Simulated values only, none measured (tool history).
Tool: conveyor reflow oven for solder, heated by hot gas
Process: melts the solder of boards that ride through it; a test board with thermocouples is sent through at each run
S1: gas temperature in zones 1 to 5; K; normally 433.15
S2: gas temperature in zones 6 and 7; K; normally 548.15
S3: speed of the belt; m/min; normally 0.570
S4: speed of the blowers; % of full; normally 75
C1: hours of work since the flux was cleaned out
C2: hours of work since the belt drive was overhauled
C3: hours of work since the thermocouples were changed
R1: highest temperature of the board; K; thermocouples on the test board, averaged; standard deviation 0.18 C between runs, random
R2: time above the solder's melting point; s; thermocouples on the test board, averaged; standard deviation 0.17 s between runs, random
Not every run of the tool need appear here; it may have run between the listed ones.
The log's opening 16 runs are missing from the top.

Run 17, hour 435.7: usual settings but S3 0.624 m/min, S4 62 % of full; C1 71; C2 499; C3 751. Result: R1 523.35 K, R2 37.4 s.
Run 18, hour 466.9: usual settings but S2 556.15 K, S3 0.624 m/min, S4 86 % of full; C1 89; C2 516; C3 769. Result: R1 537.55 K, R2 46.5 s.
Run 19, hour 486.8: usual settings but S2 556.15 K, S3 0.624 m/min, S4 86 % of full; C1 100; C2 528; C3 780. Result: R1 538.15 K, R2 46.5 s.
At hour 493.8: belt drive overhauled, speed set with a stopwatch.
Run 20, hour 523.5: usual settings but S1 432.15 K, S2 560.15 K, S3 0.591 m/min, S4 86 % of full; C1 119; C2 17; C3 799. Result: R1 543.35 K, R2 51.1 s.
Run 21, hour 547.5: usual settings but S1 426.15 K, S4 53 % of full; C1 133; C2 31; C3 813. Result: R1 521.75 K, R2 38.9 s.
Run 22, hour 577.5: usual settings but S1 426.15 K, S4 53 % of full; C1 150; C2 48; C3 830. Result: R1 522.05 K, R2 38.9 s.
At hour 597.7: thermocouples of zones 6 and 7 changed.
Run 23, hour 597.7: usual settings but S1 423.15 K, S2 546.15 K, S3 0.501 m/min, S4 85 % of full; C1 160; C2 59; C3 0. Result: R1 532.15 K, R2 53.6 s.
At hour 632.1: flux residue cleaned out of gas plates and filters.
Run 24, hour 634.4: usual settings but S1 423.15 K, S2 546.15 K, S3 0.501 m/min, S4 85 % of full; C1 1; C2 77; C3 18. Result: R1 532.95 K, R2 54.7 s.
Run 25, hour 649.5: usual settings but S1 442.15 K, S4 64 % of full; C1 10; C2 85; C3 27. Result: R1 528.05 K, R2 47.5 s.
At hour 683.4: belt drive overhauled, speed set with a stopwatch, once more.
Run 26, hour 688.4: usual settings but S2 562.15 K, S3 0.520 m/min, S4 83 % of full; C1 30; C2 3; C3 47. Result: R1 547.05 K, R2 59.4 s.
Run 27, hour 717.5: usual settings but S2 562.15 K, S3 0.520 m/min, S4 82 % of full; C1 47; C2 20; C3 64. Result: R1 546.45 K, R2 59.2 s.
Run 28, hour 742.7: usual settings but S2 538.15 K; C1 61; C2 34; C3 78. Result: R1 519.85 K, R2 40.0 s.
Run 29, hour 764.0: usual settings but S1 441.15 K, S2 538.15 K, S4 84 % of full; C1 73; C2 46; C3 90. Result: R1 523.35 K, R2 44.9 s.
Run 30, hour 794.7: usual settings but S1 438.15 K, S2 546.15 K, S3 0.600 m/min, S4 84 % of full; C1 91; C2 64; C3 108. Result: R1 528.25 K, R2 44.0 s.

Consider 3 possible next runs. They are alternatives, not a sequence: every one starts from the tool as it was left by run 30. What does each give?
Run A, hour 813.6: usual settings but S1 431.15 K, S2 542.15 K, S4 76 % of full; C1 102; C2 75; C3 119. Result: R1 ?, R2 ?.
Run B, hour 813.6: usual settings but S1 442.15 K, S2 546.15 K, S3 0.651 m/min, S4 77 % of full; C1 102; C2 75; C3 119. Result: R1 ?, R2 ?.
Run C, hour 813.6: usual settings but S1 421.15 K, S2 545.15 K, S3 0.621 m/min, S4 84 % of full; C1 102; C2 75; C3 119. Result: R1 ?, R2 ?.

run      R1    R2
  A  523.55  41.9
  B  524.15  38.6
  C  522.85  35.8
Had the tool no hidden state, the same runs would have come out as:
run      R1    R2
  A  524.45  42.5
  B  524.95  39.2
  C  523.85  36.4
